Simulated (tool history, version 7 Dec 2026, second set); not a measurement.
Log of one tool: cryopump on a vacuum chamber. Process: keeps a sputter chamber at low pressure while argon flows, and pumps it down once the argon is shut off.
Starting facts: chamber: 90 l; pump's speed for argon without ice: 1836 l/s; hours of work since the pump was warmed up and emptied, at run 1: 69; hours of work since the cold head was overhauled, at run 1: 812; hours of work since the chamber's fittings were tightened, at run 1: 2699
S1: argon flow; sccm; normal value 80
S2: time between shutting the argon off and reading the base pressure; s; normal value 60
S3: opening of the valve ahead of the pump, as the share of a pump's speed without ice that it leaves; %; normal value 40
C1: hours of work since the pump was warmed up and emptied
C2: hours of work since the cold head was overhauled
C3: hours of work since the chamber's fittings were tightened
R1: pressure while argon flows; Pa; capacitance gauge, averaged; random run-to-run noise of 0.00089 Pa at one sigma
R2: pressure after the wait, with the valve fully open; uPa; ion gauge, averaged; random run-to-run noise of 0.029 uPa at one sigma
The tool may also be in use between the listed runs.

run	hour	S1	S2	S3	C1	C2	C3	R1	R2
1	0	80	60	40	69	812	2699	0.1874	2.6
2	79.6	80	60	40	107	850	2737	0.1882	2.61
3	175.7	80	60	40	152	895	2783	0.1874	2.68
4	293.2	80	60	40	208	951	2838	0.1911	2.74
5	355.9	80	146	40	237	981	2868	0.1912	1.99
6	421.6	80	60	40	269	1012	2899	0.1938	2.74
7	515.3	80	60	40	313	1056	2943	0.1928	2.85
8	563.8	80	60	40	336	1079	2966	0.1953	2.79
9	666.9	80	60	40	385	1128	3015	0.1955	2.85
10	768.1	80	60	40	433	1176	3063	0.1962	2.99
11	839	80	295	40	466	1209	3096	0.1992	1.95
12	935.2	80	240	40	512	1255	3142	0.1987	2.08
13	1039.3	80	137	40	561	1304	3191	0.2019	2.47
# hour 1052.4: leaking fittings of the chamber tightened, without venting
14	1106.2	80	137	40	592	1335	25	0.2033	0.75
15	1189.1	71	60	40	631	1374	65	0.1794	1.48
# hour 1301: pump warmed up, emptied and cooled again
16	1301	71	212	40	0	1425	115	0.164	0.58
17	1413	71	212	40	53	1478	168	0.1662	0.63
18	1485.6	64	28	19	87	1512	203	0.3125	2.92
19	1554.8	66	184	15	120	1545	235	0.4085	0.65
20	1623.8	66	184	20	153	1577	268	0.3073	0.7
21	1707.6	97	60	16	192	1617	308	0.5653	1.59
22	1771.9	97	60	16	223	1647	338	0.571	1.6
23	1866.1	97	60	16	267	1692	383	0.566	1.57
24	1970.1	80	202	31	317	1741	432	0.2465	0.75
25	2050.6	80	85	17	355	1779	470	0.4459	1.35
26	2110.3	80	85	23	383	1808	498	0.3338	1.28
27	2210	123	52	22	430	1855	546	0.5394	1.92
28	2276.6	80	133	40	462	1886	577	0.2002	1.05
29	2385.5	123	237	17	513	1938	629	0.6931	0.79
30	2434.4	80	35	24	536	1961	652	0.3243	2.53
31	2541.3	39	60	34	587	2012	702	0.1145	1.82
32	2603.5	80	44	16	616	2041	732	0.4811	2.28
33	2688.5	80	22	40	657	2081	772	0.2053	4.03
# hour 2746.9: pump warmed up, emptied and cooled again
34	2789	52	27	40	20	2126	817	0.1217	3.21

A few steps of R1 between consecutive runs. Split each: what settings, incoming material and random variation would produce without the hidden state, and what is left over for the hidden state, along with gauge scatter present in only one of the two compared results (measured, and without hidden state):
What the log doesn't record here: pump's speed, % of a pump's without ice; cold plate's temperature, K; leak into the chamber, uPa l/s; drift of the gauge itself on working_pa, %; drift of the gauge itself on base_upa, %.
Run 15 -> 16: S2 60 -> 212, pump warmed up, emptied and cooled again. R1 -0.0154 Pa: hidden state -0.0157, all else +0.0003.
Run 28 -> 29: S1 80 -> 123, S2 133 -> 237, S3 40 -> 17. R1 +0.4929 Pa: hidden state +0.0106, all else +0.4823.
Run 29 -> 30: S1 123 -> 80, S2 237 -> 35, S3 17 -> 24. R1 -0.3688 Pa: hidden state -0.008, all else -0.3608.
Run 31 -> 32: S1 39 -> 80, S2 60 -> 44, S3 34 -> 16. R1 +0.3666 Pa: hidden state +0.0107, all else +0.3559.
Run 33 -> 34: S1 80 -> 52, S2 22 -> 27, pump warmed up, emptied and cooled again. R1 -0.0836 Pa: hidden state -0.02, all else -0.0636.

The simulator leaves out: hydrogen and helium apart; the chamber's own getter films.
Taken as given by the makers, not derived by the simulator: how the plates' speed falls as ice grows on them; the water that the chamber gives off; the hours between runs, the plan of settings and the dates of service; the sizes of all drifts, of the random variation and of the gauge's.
